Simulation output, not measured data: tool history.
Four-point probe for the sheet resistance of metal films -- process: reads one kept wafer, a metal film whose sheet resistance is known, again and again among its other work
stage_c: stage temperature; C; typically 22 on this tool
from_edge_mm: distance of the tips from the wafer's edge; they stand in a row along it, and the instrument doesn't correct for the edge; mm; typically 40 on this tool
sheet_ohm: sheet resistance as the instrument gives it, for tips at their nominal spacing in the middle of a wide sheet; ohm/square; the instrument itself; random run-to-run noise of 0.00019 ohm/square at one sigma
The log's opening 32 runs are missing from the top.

run,hour,stage_c,from_edge_mm,touches since the probe head was changed,hours of work since the stage's thermometer was calibrated,sheet_ohm
33,912.7,30,11,17833,692,0.970695
34,932.1,30,3,18075,702,0.983921
35,957.5,30,3,18390,715,0.983632
36,976.3,30,3,18624,725,0.983764
37,994.6,29,32,18852,735,0.969452
38,1010.9,29,32,19053,743,0.969343
39,1030.3,35,19,19296,753,0.970966
40,1058.7,22,61,19648,768,0.96767
41,1088.8,22,6,20022,784,0.971342
42,1125.5,22,6,20479,803,0.97143
43,1154.2,28,21,20835,818,0.96931
44,1187.3,33,13,21247,836,0.971223
45,1207.7,24,52,21499,846,0.968243

Below are 4 alternative next runs, each starting from the tool's condition after run 45. Predict each:
A,1225.8,22,33,21724,856,?
B,1225.8,23,69,21724,856,?
C,1225.8,20,40,21724,856,?
D,1225.8,31,4,21724,856,?

run,sheet_ohm
A,0.967438
B,0.968488
C,0.967325
D,0.978112
Without the tool's hidden state the same runs would have given:
run,sheet_ohm
A,0.962968
B,0.964012
C,0.962858
D,0.973585
